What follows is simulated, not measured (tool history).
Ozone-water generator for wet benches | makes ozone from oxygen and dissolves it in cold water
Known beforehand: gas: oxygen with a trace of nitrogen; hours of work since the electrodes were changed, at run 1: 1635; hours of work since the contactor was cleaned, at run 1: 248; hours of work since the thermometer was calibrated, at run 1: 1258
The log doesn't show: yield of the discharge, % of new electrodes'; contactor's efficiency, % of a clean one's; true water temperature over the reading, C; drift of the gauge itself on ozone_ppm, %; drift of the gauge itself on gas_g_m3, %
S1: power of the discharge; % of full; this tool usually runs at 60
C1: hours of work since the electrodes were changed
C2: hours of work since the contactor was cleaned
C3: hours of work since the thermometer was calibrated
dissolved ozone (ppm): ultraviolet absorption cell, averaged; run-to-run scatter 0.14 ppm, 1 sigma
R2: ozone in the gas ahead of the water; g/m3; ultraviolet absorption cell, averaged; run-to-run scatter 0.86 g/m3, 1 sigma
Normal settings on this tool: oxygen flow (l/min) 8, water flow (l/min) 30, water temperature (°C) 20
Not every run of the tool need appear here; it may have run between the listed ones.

{"run": 1, "day": 0.0, "S1": 60, "oxygen flow (l/min)": 8, "water flow (l/min)": 30, "water temperature (°C)": 20, "C1": 1635, "C2": 248, "C3": 1258, "dissolved ozone (ppm)": 15.3, "R2": 135.6}
{"run": 2, "day": 4.492, "S1": 60, "oxygen flow (l/min)": 8, "water flow (l/min)": 30, "water temperature (°C)": 20, "C1": 1700, "C2": 313, "C3": 1323, "dissolved ozone (ppm)": 15.2, "R2": 137.6}
{"run": 3, "day": 7.375, "S1": 60, "oxygen flow (l/min)": 8, "water flow (l/min)": 30, "water temperature (°C)": 17, "C1": 1741, "C2": 355, "C3": 1364, "dissolved ozone (ppm)": 16.3, "R2": 137.1}
{"run": 4, "day": 10.012, "S1": 60, "oxygen flow (l/min)": 8, "water flow (l/min)": 30, "water temperature (°C)": 20, "C1": 1780, "C2": 393, "C3": 1403, "dissolved ozone (ppm)": 15.2, "R2": 136.7}
{"run": 5, "day": 11.883, "S1": 60, "oxygen flow (l/min)": 8, "water flow (l/min)": 30, "water temperature (°C)": 20, "C1": 1807, "C2": 420, "C3": 1430, "dissolved ozone (ppm)": 15.3, "R2": 136.3}
{"run": 6, "day": 15.046, "S1": 60, "oxygen flow (l/min)": 8, "water flow (l/min)": 30, "water temperature (°C)": 20, "C1": 1852, "C2": 466, "C3": 1475, "dissolved ozone (ppm)": 15.2, "R2": 135.7}
{"run": 7, "day": 17.325, "S1": 60, "oxygen flow (l/min)": 8, "water flow (l/min)": 30, "water temperature (°C)": 20, "C1": 1885, "C2": 499, "C3": 1508, "dissolved ozone (ppm)": 15, "R2": 136.6}
{"run": 8, "day": 19.817, "S1": 60, "oxygen flow (l/min)": 8, "water flow (l/min)": 30, "water temperature (°C)": 20, "C1": 1921, "C2": 535, "C3": 1544, "dissolved ozone (ppm)": 15.2, "R2": 137}
{"run": 9, "day": 23.046, "S1": 60, "oxygen flow (l/min)": 8, "water flow (l/min)": 30, "water temperature (°C)": 20, "C1": 1968, "C2": 582, "C3": 1591, "dissolved ozone (ppm)": 15.4, "R2": 136.2}
{"run": 10, "day": 26.754, "S1": 60, "oxygen flow (l/min)": 8, "water flow (l/min)": 30, "water temperature (°C)": 20, "C1": 2022, "C2": 635, "C3": 1645, "dissolved ozone (ppm)": 14.9, "R2": 136.9}
{"run": 11, "day": 29.733, "S1": 60, "oxygen flow (l/min)": 6.36, "water flow (l/min)": 30, "water temperature (°C)": 20, "C1": 2065, "C2": 678, "C3": 1688, "dissolved ozone (ppm)": 14.7, "R2": 149.4}
{"run": 12, "day": 33.488, "S1": 60, "oxygen flow (l/min)": 6.36, "water flow (l/min)": 30, "water temperature (°C)": 20, "C1": 2119, "C2": 733, "C3": 1742, "dissolved ozone (ppm)": 14.4, "R2": 148.7}
{"run": 13, "day": 36.838, "S1": 60, "oxygen flow (l/min)": 6.36, "water flow (l/min)": 30, "water temperature (°C)": 20, "C1": 2168, "C2": 781, "C3": 1791, "dissolved ozone (ppm)": 14.6, "R2": 149.9}
{"run": 14, "day": 40.3, "S1": 60, "oxygen flow (l/min)": 6.36, "water flow (l/min)": 30, "water temperature (°C)": 14, "C1": 2218, "C2": 831, "C3": 1841, "dissolved ozone (ppm)": 15.7, "R2": 148.2}
{"run": 15, "day": 43.254, "S1": 60, "oxygen flow (l/min)": 6.36, "water flow (l/min)": 30, "water temperature (°C)": 14, "C1": 2260, "C2": 874, "C3": 1883, "dissolved ozone (ppm)": 15.7, "R2": 150.1}
{"run": 16, "day": 47.767, "S1": 60, "oxygen flow (l/min)": 6.36, "water flow (l/min)": 38, "water temperature (°C)": 14, "C1": 2326, "C2": 939, "C3": 1949, "dissolved ozone (ppm)": 12.5, "R2": 148.8}
{"run": 17, "day": 49.754, "S1": 60, "oxygen flow (l/min)": 8, "water flow (l/min)": 30, "water temperature (°C)": 20, "C1": 2354, "C2": 968, "C3": 1977, "dissolved ozone (ppm)": 14.9, "R2": 136}
{"run": 18, "day": 52.779, "S1": 63, "oxygen flow (l/min)": 8, "water flow (l/min)": 30, "water temperature (°C)": 20, "C1": 2398, "C2": 1012, "C3": 2021, "dissolved ozone (ppm)": 15.5, "R2": 140.6}
{"run": 19, "day": 56.646, "S1": 60, "oxygen flow (l/min)": 8, "water flow (l/min)": 30, "water temperature (°C)": 17, "C1": 2454, "C2": 1067, "C3": 2077, "dissolved ozone (ppm)": 15.6, "R2": 133.5}
{"run": 20, "day": 60.275, "S1": 73, "oxygen flow (l/min)": 6.14, "water flow (l/min)": 30, "water temperature (°C)": 19, "C1": 2506, "C2": 1120, "C3": 2130, "dissolved ozone (ppm)": 16.9, "R2": 171.8}
{"run": 21, "day": 63.538, "S1": 73, "oxygen flow (l/min)": 6.14, "water flow (l/min)": 30, "water temperature (°C)": 19, "C1": 2554, "C2": 1167, "C3": 2177, "dissolved ozone (ppm)": 16.6, "R2": 172.8}
{"run": 22, "day": 66.921, "S1": 60, "oxygen flow (l/min)": 10.34, "water flow (l/min)": 30, "water temperature (°C)": 20, "C1": 2603, "C2": 1216, "C3": 2226, "dissolved ozone (ppm)": 15.1, "R2": 120.2}
{"run": 23, "day": 69.971, "S1": 60, "oxygen flow (l/min)": 6.09, "water flow (l/min)": 40, "water temperature (°C)": 20, "C1": 2647, "C2": 1260, "C3": 2270, "dissolved ozone (ppm)": 11, "R2": 151.4}
{"run": 24, "day": 74.112, "S1": 60, "oxygen flow (l/min)": 10.14, "water flow (l/min)": 40, "water temperature (°C)": 17, "C1": 2707, "C2": 1320, "C3": 2330, "dissolved ozone (ppm)": 12.8, "R2": 122.1}
{"run": 25, "day": 78.162, "S1": 60, "oxygen flow (l/min)": 10.14, "water flow (l/min)": 40, "water temperature (°C)": 17, "C1": 2765, "C2": 1379, "C3": 2388, "dissolved ozone (ppm)": 12.3, "R2": 120.9}
{"run": 26, "day": 80.942, "S1": 60, "oxygen flow (l/min)": 10.14, "water flow (l/min)": 40, "water temperature (°C)": 17, "C1": 2805, "C2": 1419, "C3": 2428, "dissolved ozone (ppm)": 12.8, "R2": 122}
{"run": 27, "day": 84.608, "S1": 59, "oxygen flow (l/min)": 10.14, "water flow (l/min)": 21, "water temperature (°C)": 17, "C1": 2858, "C2": 1472, "C3": 2481, "dissolved ozone (ppm)": 19.8, "R2": 119.6}
{"run": 28, "day": 87.246, "S1": 59, "oxygen flow (l/min)": 8.34, "water flow (l/min)": 21, "water temperature (°C)": 15, "C1": 2897, "C2": 1510, "C3": 2520, "dissolved ozone (ppm)": 20.4, "R2": 128}
{"run": 29, "day": 90.488, "S1": 59, "oxygen flow (l/min)": 8.1, "water flow (l/min)": 18, "water temperature (°C)": 20, "C1": 2943, "C2": 1557, "C3": 2566, "dissolved ozone (ppm)": 20.4, "R2": 131.7}
{"run": 30, "day": 93.371, "S1": 59, "oxygen flow (l/min)": 10.85, "water flow (l/min)": 18, "water temperature (°C)": 26, "C1": 2985, "C2": 1599, "C3": 2608, "dissolved ozone (ppm)": 17.7, "R2": 116}
{"day": 97.196, "done": "water thermometer calibrated"}
{"run": 31, "day": 97.225, "S1": 42, "oxygen flow (l/min)": 4.11, "water flow (l/min)": 18, "water temperature (°C)": 18, "C1": 3041, "C2": 1654, "C3": 0, "dissolved ozone (ppm)": 16, "R2": 138}
{"run": 32, "day": 100.779, "S1": 42, "oxygen flow (l/min)": 9.12, "water flow (l/min)": 18, "water temperature (°C)": 12, "C1": 3092, "C2": 1705, "C3": 52, "dissolved ozone (ppm)": 18.7, "R2": 99.9}
{"run": 33, "day": 104.042, "S1": 87, "oxygen flow (l/min)": 6.23, "water flow (l/min)": 22, "water temperature (°C)": 20, "C1": 3139, "C2": 1753, "C3": 99, "dissolved ozone (ppm)": 23, "R2": 191.3}

Here are 4 independent what-if runs from the current tool condition. What would each one return?
{"run": "A", "day": 108.642, "S1": 96, "oxygen flow (l/min)": 8, "water flow (l/min)": 22, "water temperature (°C)": 22, "C1": 3206, "C2": 1819, "C3": 166, "dissolved ozone (ppm)": "?", "R2": "?"}
{"run": "B", "day": 108.642, "S1": 76, "oxygen flow (l/min)": 5.1, "water flow (l/min)": 35, "water temperature (°C)": 20, "C1": 3206, "C2": 1819, "C3": 166, "dissolved ozone (ppm)": "?", "R2": "?"}
{"run": "C", "day": 108.642, "S1": 60, "oxygen flow (l/min)": 8, "water flow (l/min)": 27, "water temperature (°C)": 20, "C1": 3206, "C2": 1819, "C3": 166, "dissolved ozone (ppm)": "?", "R2": "?"}
{"run": "D", "day": 108.642, "S1": 72, "oxygen flow (l/min)": 11.28, "water flow (l/min)": 43, "water temperature (°C)": 20, "C1": 3206, "C2": 1819, "C3": 166, "dissolved ozone (ppm)": "?", "R2": "?"}

run=A dissolved_ozone_(ppm)=24.1 R2=182.3
run=B dissolved_ozone_(ppm)=13.9 R2=189.8
run=C dissolved_ozone_(ppm)=15.8 R2=133.8
run=D dissolved_ozone_(ppm)=12.9 R2=129.7
Take away the tool's hidden state, keep each run's random variation, and the runs would have read:
run=A dissolved_ozone_(ppm)=26.3 R2=196.8
run=B dissolved_ozone_(ppm)=15.1 R2=202.8
run=C dissolved_ozone_(ppm)=16.9 R2=141.5
run=D dissolved_ozone_(ppm)=14 R2=138.3
